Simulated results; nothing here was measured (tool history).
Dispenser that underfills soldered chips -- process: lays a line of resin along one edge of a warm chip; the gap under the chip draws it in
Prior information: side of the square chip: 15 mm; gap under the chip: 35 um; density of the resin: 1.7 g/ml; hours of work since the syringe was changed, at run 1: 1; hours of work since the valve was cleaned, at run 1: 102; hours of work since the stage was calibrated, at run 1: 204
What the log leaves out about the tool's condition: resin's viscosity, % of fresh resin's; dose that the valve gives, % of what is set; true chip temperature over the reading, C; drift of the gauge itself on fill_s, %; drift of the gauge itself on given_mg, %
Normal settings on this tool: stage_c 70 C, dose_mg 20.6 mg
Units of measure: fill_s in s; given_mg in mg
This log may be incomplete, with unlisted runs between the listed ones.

run	hour	stage_c	dose_mg	hours of work since the syringe was changed	hours of work since the valve was cleaned	hours of work since the stage was calibrated	fill_s	given_mg
1	0.0	70	20.6	1	102	204	190.9	19.56
2	4.9	70	20.6	5	106	207	258.3	19.49
3	9.8	70	20.6	8	109	211	348.7	19.47
# hour 11.6: new syringe of resin
4	16.3	70	20.6	3	114	215	238.7	19.36
# hour 25.0: new syringe of resin
5	26.5	55	20.6	1	121	223	347.4	19.40
6	31.4	60	20.6	5	125	226	377.9	19.34
# hour 38.8: new syringe of resin
7	39.0	70	20.6	0	130	231	175.7	19.31
8	44.6	70	20.6	4	134	235	251.7	19.23
9	49.1	70	20.6	7	137	239	329.8	19.28
# hour 52.4: new syringe of resin
10	56.2	70	20.6	3	142	244	220.0	19.14
# hour 60.5: dispensing valve cleaned and set on the balance
11	64.7	70	20.6	8	3	249	342.2	20.65
# hour 67.5: new syringe of resin
12	73.0	85	20.6	4	9	255	143.0	20.59
13	78.5	70	24.0	8	13	259	337.2	23.77
# hour 80.8: new syringe of resin
14	86.9	72	20.6	4	19	265	239.3	20.47
15	92.1	70	20.6	8	23	269	345.7	20.47
# hour 94.4: new syringe of resin
16	100.4	77	19.5	4	28	274	195.4	19.16
17	106.5	57	17.9	9	33	279	623.7	17.69
# hour 108.0: new syringe of resin
18	116.2	57	17.9	6	40	286	475.8	17.61
# hour 121.3: new syringe of resin
19	121.3	78	22.1	0	43	289	129.3	21.60
20	128.4	82	19.8	5	48	294	175.2	19.40
# hour 134.9: new syringe of resin
21	137.3	85	18.9	2	55	301	122.1	18.46
22	146.8	79	23.3	9	61	307	259.9	22.76
# hour 148.7: new syringe of resin
23	156.4	79	23.3	6	68	314	203.0	22.54
# hour 162.1: new syringe of resin
24	163.0	79	23.3	1	73	319	130.0	22.50
25	173.0	76	20.6	8	80	326	272.1	19.78
# hour 175.5: new syringe of resin
26	179.9	76	20.6	3	85	331	183.9	19.72
# hour 189.2: new syringe of resin
27	189.2	76	20.6	0	91	337	136.8	19.64
28	198.9	60	20.6	7	98	345	449.4	19.68

Run 29, settings as shown, results not yet in. Your forecast:
# hour 202.9: new syringe of resin
29	207.9	60	20.6	4	105	351	?	?

{"run 29": {"fill_s": 342.7, "given_mg": 19.57}}
Had the tool carried no hidden state, the very same run would have given fill_s 261.0 s, given_mg 20.60 mg.
